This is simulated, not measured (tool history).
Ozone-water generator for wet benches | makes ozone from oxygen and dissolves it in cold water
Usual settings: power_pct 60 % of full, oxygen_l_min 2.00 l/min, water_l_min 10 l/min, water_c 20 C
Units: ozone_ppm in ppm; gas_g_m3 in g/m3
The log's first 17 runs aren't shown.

run   hour  power_pct  oxygen_l_min  water_l_min  water_c  hours of work since the electrodes were changed  hours of work since the contactor was cleaned  hours of work since the thermometer was calibrated  ozone_ppm  gas_g_m3
 18  438.3         60          2.26           10       20                                              587                                            869                                                4239       12.9     138.2
 19  462.1         60          2.00           10       18                                              607                                            888                                                4259       13.1     143.5
 20  491.5         60          2.00           10       18                                              631                                            913                                                4283       13.0     144.0
 21  516.6         61          2.00           10       18                                              652                                            934                                                4304       13.4     147.2
 22  532.4         60          2.00           10       17                                              665                                            947                                                4317       13.1     145.0
     538.7  -- contactor cleaned
 23  565.5         60          2.00           10       17                                              689                                             22                                                4341       13.1     143.6
 24  591.6         60          1.10           10       17                                              711                                             44                                                4362       11.2     184.0
 25  618.4         55          2.00           10       20                                              733                                             66                                                4385       12.1     136.7
     640.8  -- contactor cleaned, once more
 26  642.8         55          1.10           10       20                                              750                                              2                                                4402       10.4     173.8

Run 27 comes next. What will it give?
 27  665.0         43          3.05           10       20                                              768                                             20                                                4420          ?         ?

Run 27 gave ozone_ppm 10.8 ppm, gas_g_m3 95.2 g/m3.
Without the tool's hidden state the same run would have given ozone_ppm 11.0 ppm, gas_g_m3 96.2 g/m3.
